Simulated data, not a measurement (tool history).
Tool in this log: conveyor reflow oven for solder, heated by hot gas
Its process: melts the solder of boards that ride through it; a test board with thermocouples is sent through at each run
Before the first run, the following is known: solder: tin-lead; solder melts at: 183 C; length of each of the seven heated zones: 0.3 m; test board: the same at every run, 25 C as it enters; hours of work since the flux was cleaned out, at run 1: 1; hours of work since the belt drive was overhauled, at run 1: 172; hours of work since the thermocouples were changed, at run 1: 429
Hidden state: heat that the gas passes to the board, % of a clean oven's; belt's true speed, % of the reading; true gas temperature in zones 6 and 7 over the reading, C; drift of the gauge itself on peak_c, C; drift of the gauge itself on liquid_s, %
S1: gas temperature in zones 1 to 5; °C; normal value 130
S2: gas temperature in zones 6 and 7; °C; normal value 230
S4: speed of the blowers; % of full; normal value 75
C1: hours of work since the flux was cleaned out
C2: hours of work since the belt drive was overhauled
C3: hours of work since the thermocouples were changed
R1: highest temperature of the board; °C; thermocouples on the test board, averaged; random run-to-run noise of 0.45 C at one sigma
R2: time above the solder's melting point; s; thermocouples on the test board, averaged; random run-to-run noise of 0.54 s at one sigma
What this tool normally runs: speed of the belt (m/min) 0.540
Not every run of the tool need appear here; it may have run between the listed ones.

run 1 hour=0.0 | S1=130 S2=230 speed_of_the_belt_(m/min)=0.540 S4=75 | C1=1 C2=172 C3=429 | R1=212.3 R2=44.6
run 2 hour=36.9 | S1=130 S2=230 speed_of_the_belt_(m/min)=0.540 S4=75 | C1=17 C2=189 C3=446 | R1=212.4 R2=43.4
run 3 hour=111.8 | S1=130 S2=230 speed_of_the_belt_(m/min)=0.540 S4=75 | C1=51 C2=222 C3=479 | R1=211.9 R2=43.6
run 4 hour=178.4 | S1=130 S2=230 speed_of_the_belt_(m/min)=0.540 S4=75 | C1=81 C2=252 C3=509 | R1=211.8 R2=41.9
run 5 hour=224.5 | S1=130 S2=230 speed_of_the_belt_(m/min)=0.540 S4=75 | C1=101 C2=273 C3=530 | R1=211.1 R2=43.1
run 6 hour=299.7 | S1=140 S2=230 speed_of_the_belt_(m/min)=0.540 S4=75 | C1=135 C2=306 C3=563 | R1=213.2 R2=47.8
run 7 hour=347.0 | S1=130 S2=240 speed_of_the_belt_(m/min)=0.540 S4=75 | C1=156 C2=327 C3=584 | R1=219.9 R2=50.2
run 8 hour=402.7 | S1=130 S2=240 speed_of_the_belt_(m/min)=0.540 S4=75 | C1=181 C2=352 C3=609 | R1=219.6 R2=49.1
run 9 hour=472.9 | S1=130 S2=230 speed_of_the_belt_(m/min)=0.540 S4=75 | C1=212 C2=384 C3=641 | R1=210.1 R2=43.1
run 10 hour=553.4 | S1=130 S2=230 speed_of_the_belt_(m/min)=0.540 S4=75 | C1=249 C2=420 C3=677 | R1=211.1 R2=41.0
run 11 hour=588.6 | S1=134 S2=229 speed_of_the_belt_(m/min)=0.540 S4=73 | C1=264 C2=436 C3=693 | R1=209.5 R2=42.2
run 12 hour=655.5 | S1=134 S2=229 speed_of_the_belt_(m/min)=0.540 S4=73 | C1=294 C2=466 C3=723 | R1=209.7 R2=42.5
run 13 hour=734.6 | S1=124 S2=230 speed_of_the_belt_(m/min)=0.649 S4=59 | C1=330 C2=501 C3=758 | R1=196.1 R2=19.0
run 14 hour=787.7 | S1=124 S2=239 speed_of_the_belt_(m/min)=0.649 S4=82 | C1=353 C2=525 C3=782 | R1=208.5 R2=30.7
run 15 hour=837.6 | S1=118 S2=222 speed_of_the_belt_(m/min)=0.474 S4=75 | C1=376 C2=547 C3=804 | R1=205.4 R2=39.9
run 16 hour=871.2 | S1=118 S2=222 speed_of_the_belt_(m/min)=0.474 S4=75 | C1=391 C2=562 C3=819 | R1=205.6 R2=39.8
run 17 hour=919.6 | S1=118 S2=222 speed_of_the_belt_(m/min)=0.474 S4=75 | C1=412 C2=584 C3=841 | R1=205.0 R2=39.2
run 18 hour=988.8 | S1=144 S2=244 speed_of_the_belt_(m/min)=0.540 S4=70 | C1=443 C2=615 C3=872 | R1=222.8 R2=54.9
-- hour=1017.0 flux residue cleaned out of gas plates and filters
run 19 hour=1072.0 | S1=144 S2=244 speed_of_the_belt_(m/min)=0.540 S4=70 | C1=25 C2=650 C3=907 | R1=228.2 R2=58.6
run 20 hour=1152.4 | S1=130 S2=228 speed_of_the_belt_(m/min)=0.564 S4=75 | C1=61 C2=686 C3=943 | R1=211.8 R2=39.8

Each row is a separate what-if for the run after 20, all from the same tool condition, not one after another. Results?
run A hour=1206.3 | S1=130 S2=230 speed_of_the_belt_(m/min)=0.432 S4=75 | C1=85 C2=710 C3=967 | R1=? R2=?
run B hour=1206.3 | S1=133 S2=222 speed_of_the_belt_(m/min)=0.617 S4=75 | C1=85 C2=710 C3=967 | R1=? R2=?
run C hour=1206.3 | S1=130 S2=241 speed_of_the_belt_(m/min)=0.536 S4=70 | C1=85 C2=710 C3=967 | R1=? R2=?

run=A R1=220.6 R2=64.3
run=B R1=202.7 R2=29.9
run=C R1=221.7 R2=52.1
Without the tool's hidden state the same runs would have given:
run=A R1=218.0 R2=62.1
run=B R1=200.7 R2=27.9
run=C R1=219.5 R2=50.3
